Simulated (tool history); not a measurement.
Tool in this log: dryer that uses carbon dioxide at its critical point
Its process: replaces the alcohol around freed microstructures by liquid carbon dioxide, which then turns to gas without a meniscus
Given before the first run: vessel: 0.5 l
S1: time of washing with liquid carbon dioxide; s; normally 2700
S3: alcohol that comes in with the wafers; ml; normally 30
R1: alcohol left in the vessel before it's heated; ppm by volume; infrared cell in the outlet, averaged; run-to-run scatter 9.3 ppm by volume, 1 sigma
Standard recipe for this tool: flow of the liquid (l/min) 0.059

{"run": 1, "day": 0.0, "S1": 2700, "flow of the liquid (l/min)": 0.059, "S3": 30, "R1": 745}
{"run": 2, "day": 0.55, "S1": 2700, "flow of the liquid (l/min)": 0.059, "S3": 30, "R1": 765}
{"run": 3, "day": 1.483, "S1": 2700, "flow of the liquid (l/min)": 0.059, "S3": 30, "R1": 757}
{"run": 4, "day": 2.225, "S1": 2700, "flow of the liquid (l/min)": 0.059, "S3": 30, "R1": 747}
{"run": 5, "day": 2.854, "S1": 2700, "flow of the liquid (l/min)": 0.059, "S3": 30, "R1": 757}
{"run": 6, "day": 3.729, "S1": 2700, "flow of the liquid (l/min)": 0.059, "S3": 30, "R1": 768}
{"run": 7, "day": 4.429, "S1": 2700, "flow of the liquid (l/min)": 0.059, "S3": 30, "R1": 783}
{"run": 8, "day": 5.467, "S1": 2700, "flow of the liquid (l/min)": 0.059, "S3": 30, "R1": 801}
{"run": 9, "day": 6.529, "S1": 2700, "flow of the liquid (l/min)": 0.059, "S3": 30, "R1": 779}
{"run": 10, "day": 7.492, "S1": 2700, "flow of the liquid (l/min)": 0.059, "S3": 30, "R1": 809}
{"run": 11, "day": 8.392, "S1": 2700, "flow of the liquid (l/min)": 0.059, "S3": 30, "R1": 801}
{"run": 12, "day": 9.062, "S1": 2700, "flow of the liquid (l/min)": 0.059, "S3": 30, "R1": 794}
{"run": 13, "day": 9.65, "S1": 2700, "flow of the liquid (l/min)": 0.059, "S3": 30, "R1": 803}
{"day": 9.779, "done": "inlet filter changed"}
{"run": 14, "day": 10.271, "S1": 2700, "flow of the liquid (l/min)": 0.059, "S3": 30, "R1": 578}
{"run": 15, "day": 11.279, "S1": 2700, "flow of the liquid (l/min)": 0.059, "S3": 30, "R1": 599}
{"run": 16, "day": 11.912, "S1": 2700, "flow of the liquid (l/min)": 0.059, "S3": 30, "R1": 576}
{"run": 17, "day": 12.888, "S1": 2700, "flow of the liquid (l/min)": 0.059, "S3": 30, "R1": 617}
{"run": 18, "day": 13.462, "S1": 2700, "flow of the liquid (l/min)": 0.059, "S3": 30, "R1": 609}
{"run": 19, "day": 14.279, "S1": 2700, "flow of the liquid (l/min)": 0.059, "S3": 30, "R1": 600}
{"run": 20, "day": 15.267, "S1": 2700, "flow of the liquid (l/min)": 0.059, "S3": 30, "R1": 603}
{"run": 21, "day": 15.754, "S1": 2700, "flow of the liquid (l/min)": 0.059, "S3": 30, "R1": 601}
{"run": 22, "day": 16.288, "S1": 2700, "flow of the liquid (l/min)": 0.059, "S3": 30, "R1": 607}
{"run": 23, "day": 17.071, "S1": 2700, "flow of the liquid (l/min)": 0.059, "S3": 30, "R1": 621}
{"run": 24, "day": 18.021, "S1": 2700, "flow of the liquid (l/min)": 0.059, "S3": 30, "R1": 631}
{"run": 25, "day": 18.829, "S1": 2700, "flow of the liquid (l/min)": 0.0564, "S3": 34, "R1": 825}
{"run": 26, "day": 19.862, "S1": 4260, "flow of the liquid (l/min)": 0.0477, "S3": 42, "R1": 284}
{"run": 27, "day": 20.762, "S1": 1800, "flow of the liquid (l/min)": 0.068, "S3": 81, "R1": 4394}
{"run": 28, "day": 21.546, "S1": 1800, "flow of the liquid (l/min)": 0.068, "S3": 81, "R1": 4569}
{"run": 29, "day": 22.517, "S1": 1800, "flow of the liquid (l/min)": 0.068, "S3": 81, "R1": 4498}
{"run": 30, "day": 23.088, "S1": 2520, "flow of the liquid (l/min)": 0.0882, "S3": 100, "R1": 352}
{"run": 31, "day": 24.212, "S1": 2520, "flow of the liquid (l/min)": 0.0882, "S3": 100, "R1": 342}
{"run": 32, "day": 25.325, "S1": 2040, "flow of the liquid (l/min)": 0.041, "S3": 30, "R1": 5424}
{"run": 33, "day": 26.308, "S1": 3240, "flow of the liquid (l/min)": 0.0912, "S3": 22, "R1": 93}
{"run": 34, "day": 26.946, "S1": 3240, "flow of the liquid (l/min)": 0.0912, "S3": 22, "R1": 100}
{"run": 35, "day": 27.462, "S1": 4320, "flow of the liquid (l/min)": 0.0353, "S3": 61, "R1": 1562}
{"run": 36, "day": 28.321, "S1": 1980, "flow of the liquid (l/min)": 0.0719, "S3": 30, "R1": 1033}
{"run": 37, "day": 29.142, "S1": 1980, "flow of the liquid (l/min)": 0.0719, "S3": 30, "R1": 1008}
{"run": 38, "day": 29.679, "S1": 2700, "flow of the liquid (l/min)": 0.0501, "S3": 62, "R1": 2532}
{"run": 39, "day": 30.421, "S1": 2700, "flow of the liquid (l/min)": 0.073, "S3": 30, "R1": 265}
{"run": 40, "day": 30.904, "S1": 2700, "flow of the liquid (l/min)": 0.073, "S3": 74, "R1": 548}
{"run": 41, "day": 31.821, "S1": 2700, "flow of the liquid (l/min)": 0.073, "S3": 74, "R1": 534}
{"run": 42, "day": 32.392, "S1": 2700, "flow of the liquid (l/min)": 0.073, "S3": 74, "R1": 550}
{"run": 43, "day": 33.054, "S1": 2700, "flow of the liquid (l/min)": 0.073, "S3": 74, "R1": 543}
{"run": 44, "day": 33.758, "S1": 2700, "flow of the liquid (l/min)": 0.073, "S3": 74, "R1": 547}
{"run": 45, "day": 34.5, "S1": 1980, "flow of the liquid (l/min)": 0.0986, "S3": 24, "R1": 256}
{"run": 46, "day": 35.392, "S1": 2700, "flow of the liquid (l/min)": 0.0597, "S3": 46, "R1": 962}
{"run": 47, "day": 36.108, "S1": 3420, "flow of the liquid (l/min)": 0.0501, "S3": 46, "R1": 714}

Below are 4 alternative next runs, each starting from the tool's condition after run 47. Predict each:
{"run": "A", "day": 36.596, "S1": 2280, "flow of the liquid (l/min)": 0.0501, "S3": 46, "R1": "?"}
{"run": "B", "day": 36.596, "S1": 2340, "flow of the liquid (l/min)": 0.0505, "S3": 38, "R1": "?"}
{"run": "C", "day": 36.596, "S1": 2280, "flow of the liquid (l/min)": 0.0597, "S3": 30, "R1": "?"}
{"run": "D", "day": 36.596, "S1": 1860, "flow of the liquid (l/min)": 0.059, "S3": 30, "R1": "?"}

run=A R1=3534
run=B R1=2536
run=C R1=1234
run=D R1=2619
Stripped of hidden state, with their random variation kept, the same runs would have yielded:
run=A R1=3116
run=B R1=2209
run=C R1=1018
run=D R1=2297

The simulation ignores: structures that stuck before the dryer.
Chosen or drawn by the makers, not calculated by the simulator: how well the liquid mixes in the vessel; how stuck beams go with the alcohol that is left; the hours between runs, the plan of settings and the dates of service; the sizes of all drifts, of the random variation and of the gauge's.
